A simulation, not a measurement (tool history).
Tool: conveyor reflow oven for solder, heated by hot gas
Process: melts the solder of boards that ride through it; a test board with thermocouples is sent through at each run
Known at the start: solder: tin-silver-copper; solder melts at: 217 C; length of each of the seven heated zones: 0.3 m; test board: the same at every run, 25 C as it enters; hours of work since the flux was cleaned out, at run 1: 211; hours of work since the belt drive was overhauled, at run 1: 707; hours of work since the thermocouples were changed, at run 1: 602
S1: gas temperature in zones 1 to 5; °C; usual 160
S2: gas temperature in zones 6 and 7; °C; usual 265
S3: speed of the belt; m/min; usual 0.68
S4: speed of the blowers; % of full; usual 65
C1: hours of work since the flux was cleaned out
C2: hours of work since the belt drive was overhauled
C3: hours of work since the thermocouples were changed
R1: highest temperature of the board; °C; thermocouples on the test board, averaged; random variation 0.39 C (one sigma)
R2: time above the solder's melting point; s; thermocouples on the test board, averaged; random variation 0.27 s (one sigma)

run	hour	S1	S2	S3	S4	C1	C2	C3	R1	R2
1	0	160	265	0.68	65	211	707	602	248	34.1
2	63	160	265	0.68	65	252	749	643	247.7	33.9
3	118.1	160	265	0.68	65	288	785	680	247.4	34.5
4	155.4	160	265	0.68	65	313	810	704	247.8	34.6
# hour 181.4: flux residue cleaned out of gas plates and filters
5	223.6	160	265	0.68	65	28	852	746	248.3	34.4
6	261	160	265	0.68	65	53	876	771	248.5	33.8
7	317.3	160	265	0.68	65	90	913	808	247.9	34
8	362	160	265	0.68	65	119	943	837	247.2	34.7
9	433.5	160	265	0.68	65	166	990	884	247.6	34
10	497.9	160	265	0.758	65	209	1032	927	244.1	27.9
11	560.2	160	265	0.758	65	250	1074	968	244	27.8
12	608.3	160	265	0.756	65	282	1105	1000	243.6	27.8
13	652.8	160	265	0.756	78	311	1135	1029	248.7	31.2
# hour 679.9: flux residue cleaned out of gas plates and filters
14	705.1	160	265	0.675	78	17	1166	1060	250.9	37.6
15	760.7	160	265	0.675	51	53	1202	1097	241.8	30.3
# hour 790.8: belt drive overhauled, speed set with a stopwatch
16	826.4	160	265	0.675	51	94	23	1138	242.5	29.5
17	868	166	265	0.675	54	121	51	1165	245.1	32.9
18	940.1	160	271	0.545	65	169	98	1213	259.3	51.2
19	1008.1	145	271	0.545	75	214	143	1257	261	49.1
# hour 1031.1: thermocouples of zones 6 and 7 changed
20	1046.9	160	267	0.55	65	238	168	10	255.4	49
21	1114.7	160	267	0.55	65	283	212	55	255.6	49.3
22	1174.2	163	268	0.68	63	322	252	94	250.4	36.1
# hour 1184.4: flux residue cleaned out of gas plates and filters
23	1249.2	163	268	0.68	63	43	298	141	250.3	35.8

Forecast run 24:
24	1283	156	267	0.666	75	65	320	163	?	?

Run 24 gave R1 253.2 °C, R2 37.9 s.
Without the tool's hidden state the same run would have given R1 253.2 °C, R2 37.9 s.
